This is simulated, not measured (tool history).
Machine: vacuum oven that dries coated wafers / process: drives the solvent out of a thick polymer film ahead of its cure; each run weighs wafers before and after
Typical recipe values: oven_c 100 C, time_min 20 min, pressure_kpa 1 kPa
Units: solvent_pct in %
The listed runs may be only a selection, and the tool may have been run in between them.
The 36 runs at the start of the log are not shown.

run,hour,oven_c,time_min,pressure_kpa,solvent_pct
37,1072.2,114,16,1,0.85
38,1104,88,27,1.28,5.04
39,1130.6,108,32,1,1.12
40,1148.2,112,19,2.5,2.36
# hour 1153.9: oven's thermocouples calibrated
41,1166.7,100,20,0.56,1.34
42,1204.9,106,20,2.54,2.89
43,1223.9,106,20,2.54,2.91
44,1252,106,20,2.54,3.01
45,1273.9,96,17,0.82,3.09
46,1293.6,93,32,1.14,2.59

Consider 3 possible next runs. They are alternatives, not a sequence: every one starts from the tool as it was left by run 46. What does each give?
A,1324,90,24,0.65,?
B,1324,98,20,0.56,?
C,1324,93,32,1.82,?

run,solvent_pct
A,3.67
B,1.69
C,3.85
Take away the tool's hidden state, keep each run's random variation, and the runs would have read:
run,solvent_pct
A,3.66
B,1.68
C,3.84

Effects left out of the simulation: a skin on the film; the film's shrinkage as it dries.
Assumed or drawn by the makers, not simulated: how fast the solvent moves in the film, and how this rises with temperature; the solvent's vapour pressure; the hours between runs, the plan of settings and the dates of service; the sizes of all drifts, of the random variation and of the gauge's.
